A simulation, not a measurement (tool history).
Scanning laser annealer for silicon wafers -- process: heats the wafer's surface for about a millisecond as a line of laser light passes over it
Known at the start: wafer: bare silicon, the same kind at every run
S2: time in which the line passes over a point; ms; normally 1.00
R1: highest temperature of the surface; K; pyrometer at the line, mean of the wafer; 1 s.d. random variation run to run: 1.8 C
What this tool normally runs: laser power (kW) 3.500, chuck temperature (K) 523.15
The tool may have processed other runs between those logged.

{"run": 1, "hour": 0.0, "laser power (kW)": 3.5, "S2": 1.0, "chuck temperature (K)": 523.15, "R1": 1291.15}
{"run": 2, "hour": 75.5, "laser power (kW)": 3.5, "S2": 1.0, "chuck temperature (K)": 523.15, "R1": 1285.15}
{"run": 3, "hour": 155.2, "laser power (kW)": 3.5, "S2": 1.0, "chuck temperature (K)": 523.15, "R1": 1282.15}
{"run": 4, "hour": 196.3, "laser power (kW)": 3.5, "S2": 1.0, "chuck temperature (K)": 523.15, "R1": 1280.15}
{"run": 5, "hour": 266.5, "laser power (kW)": 3.5, "S2": 1.0, "chuck temperature (K)": 523.15, "R1": 1272.15}
{"run": 6, "hour": 342.5, "laser power (kW)": 3.5, "S2": 1.0, "chuck temperature (K)": 509.15, "R1": 1253.15}
{"run": 7, "hour": 435.4, "laser power (kW)": 3.39, "S2": 1.0, "chuck temperature (K)": 523.15, "R1": 1229.15}
{"run": 8, "hour": 510.2, "laser power (kW)": 3.39, "S2": 1.0, "chuck temperature (K)": 523.15, "R1": 1223.15}
{"run": 9, "hour": 605.8, "laser power (kW)": 3.5, "S2": 1.0, "chuck temperature (K)": 510.15, "R1": 1232.15}
{"hour": 639.0, "done": "window over the wafer cleaned"}
{"run": 10, "hour": 674.6, "laser power (kW)": 3.5, "S2": 1.0, "chuck temperature (K)": 510.15, "R1": 1274.15}
{"hour": 711.1, "done": "optics aligned, line set to its width"}
{"run": 11, "hour": 728.2, "laser power (kW)": 3.5, "S2": 0.76, "chuck temperature (K)": 523.15, "R1": 1165.15}
{"run": 12, "hour": 809.7, "laser power (kW)": 3.308, "S2": 0.96, "chuck temperature (K)": 523.15, "R1": 1194.15}
{"run": 13, "hour": 862.3, "laser power (kW)": 3.5, "S2": 1.0, "chuck temperature (K)": 489.15, "R1": 1225.15}
{"hour": 906.6, "done": "optics aligned, line set to its width, once more"}
{"run": 14, "hour": 917.3, "laser power (kW)": 3.835, "S2": 1.06, "chuck temperature (K)": 489.15, "R1": 1382.15}
{"run": 15, "hour": 961.0, "laser power (kW)": 3.5, "S2": 1.17, "chuck temperature (K)": 502.15, "R1": 1339.15}
{"run": 16, "hour": 1004.4, "laser power (kW)": 3.5, "S2": 1.1, "chuck temperature (K)": 545.15, "R1": 1350.15}
{"run": 17, "hour": 1099.4, "laser power (kW)": 3.5, "S2": 1.1, "chuck temperature (K)": 545.15, "R1": 1343.15}
{"run": 18, "hour": 1148.1, "laser power (kW)": 3.5, "S2": 1.1, "chuck temperature (K)": 545.15, "R1": 1338.15}
{"run": 19, "hour": 1225.2, "laser power (kW)": 3.103, "S2": 0.73, "chuck temperature (K)": 511.15, "R1": 1054.15}
{"run": 20, "hour": 1279.3, "laser power (kW)": 3.843, "S2": 0.73, "chuck temperature (K)": 511.15, "R1": 1218.15}
{"run": 21, "hour": 1370.4, "laser power (kW)": 3.079, "S2": 0.73, "chuck temperature (K)": 542.15, "R1": 1069.15}
{"hour": 1387.2, "done": "window over the wafer cleaned"}
{"run": 22, "hour": 1466.6, "laser power (kW)": 3.696, "S2": 0.99, "chuck temperature (K)": 547.15, "R1": 1377.15}

What if the next run were any one of these 3? Each begins from the tool's condition after run 22:
{"run": "A", "hour": 1519.6, "laser power (kW)": 3.5, "S2": 1.0, "chuck temperature (K)": 510.15, "R1": "?"}
{"run": "B", "hour": 1519.6, "laser power (kW)": 3.695, "S2": 0.77, "chuck temperature (K)": 523.15, "R1": "?"}
{"run": "C", "hour": 1519.6, "laser power (kW)": 3.696, "S2": 1.03, "chuck temperature (K)": 547.15, "R1": "?"}

run=A R1=1287.15
run=B R1=1244.15
run=C R1=1391.15
What these runs would have given with no unlogged condition in the tool:
run=A R1=1298.15
run=B R1=1255.15
run=C R1=1404.15

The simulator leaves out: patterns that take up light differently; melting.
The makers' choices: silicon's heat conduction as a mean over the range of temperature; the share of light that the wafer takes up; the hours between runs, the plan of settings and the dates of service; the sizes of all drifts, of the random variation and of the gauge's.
